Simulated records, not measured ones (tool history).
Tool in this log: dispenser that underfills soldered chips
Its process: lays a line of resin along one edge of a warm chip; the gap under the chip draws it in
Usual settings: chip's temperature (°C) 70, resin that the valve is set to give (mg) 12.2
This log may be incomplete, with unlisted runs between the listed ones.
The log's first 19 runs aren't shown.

run   hour  chip's temperature (°C)  resin that the valve is set to give (mg)  time until the resin shows at the far edge (s)  resin that the valve gave (mg)
     143.8  -- new syringe of resin
 20  147.4                       78                                      11.9                                            43.4                           11.67
 21  153.3                       72                                      10.9                                            77.8                           10.69
 22  160.4                       72                                      10.9                                           111.7                           10.55
     163.8  -- new syringe of resin
 23  165.3                       80                                      12.9                                            34.5                           12.50
 24  173.3                       56                                      15.1                                           159.3                           14.82
 25  180.3                       70                                      11.3                                           118.7                           11.04
     183.5  -- new syringe of resin
 26  186.2                       58                                      12.2                                           105.2                           11.78
 27  194.4                       58                                      14.6                                           154.4                           14.11
     203.3  -- new syringe of resin
 28  203.5                       64                                      12.2                                            67.8                           11.83
 29  208.6                       64                                      12.2                                            89.9                           11.78
 30  216.3                       66                                      13.0                                           119.9                           12.50
     223.4  -- new syringe of resin
 31  224.4                       70                                      14.3                                            53.0                           13.94
 32  233.0                       74                                      14.5                                            67.5                           14.01
 33  240.7                       74                                      14.5                                           102.6                           13.95
     242.1  -- dispensing valve cleaned and set on the balance
     244.1  -- new syringe of resin
 34  250.2                       57                                      11.2                                           128.8                           11.35
 35  257.6                       77                                      10.9                                            74.1                           10.81
     263.8  -- new syringe of resin
 36  264.6                       77                                      10.9                                            38.4                           10.83

What if the next run were any one of these 4? Each begins from the tool's condition after run 36:
  A  268.7                       84                                      15.2                                               ?                               ?
  B  268.7                       60                                      12.2                                               ?                               ?
  C  268.7                       76                                      10.9                                               ?                               ?
  D  268.7                       83                                      12.2                                               ?                               ?

run  time until the resin shows at the far edge (s)  resin that the valve gave (mg)
  A                                            32.5                           15.19
  B                                           102.7                           12.15
  C                                            50.4                           10.77
  D                                            36.1                           12.14
Stripped of hidden state, with their random variation kept, the same runs would have yielded:
run  time until the resin shows at the far edge (s)  resin that the valve gave (mg)
  A                                            26.7                           15.27
  B                                            84.6                           12.21
  C                                            41.4                           10.82
  D                                            29.6                           12.20
